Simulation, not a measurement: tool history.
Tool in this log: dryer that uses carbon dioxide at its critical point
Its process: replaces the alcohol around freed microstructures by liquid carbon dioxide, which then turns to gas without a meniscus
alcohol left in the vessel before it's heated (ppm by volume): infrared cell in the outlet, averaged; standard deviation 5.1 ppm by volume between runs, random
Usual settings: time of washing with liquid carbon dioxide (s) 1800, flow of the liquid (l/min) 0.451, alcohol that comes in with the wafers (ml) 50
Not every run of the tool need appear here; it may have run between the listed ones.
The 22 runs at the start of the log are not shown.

run,hour,time of washing with liquid carbon dioxide (s),flow of the liquid (l/min),alcohol that comes in with the wafers (ml),alcohol left in the vessel before it's heated (ppm by volume)
23,467.8,1320,0.451,50,395
24,482.5,1800,0.451,50,156
25,507.5,1140,0.294,23,1028
26,533.3,1620,0.451,50,208
27,551.4,2400,0.451,50,115
28,569.3,2400,0.657,69,112
29,589.5,2400,0.657,69,102
30,613.1,2400,0.657,69,109
31,625.4,2400,0.605,69,107
32,643.4,2700,0.725,74,116
33,659.5,1860,0.436,74,226
34,685.9,2040,0.297,70,537
35,697.9,2040,0.297,70,550
36,716.4,2280,0.297,70,376
37,741.4,1800,0.598,30,131
38,768.8,1800,0.598,30,124
# hour 779.3: inlet filter changed
39,786.5,1800,0.451,45,162
40,809.7,1800,0.466,72,184
41,831.1,1740,0.466,72,198
42,849,2160,0.451,22,132
43,862,1140,0.409,53,906

Predict the results of run 44:
44,878.7,1260,0.451,77,?

alcohol left in the vessel before it's heated (ppm by volume): 670
Had the tool carried no hidden state, the very same run would have given alcohol left in the vessel before it's heated (ppm by volume) 499.
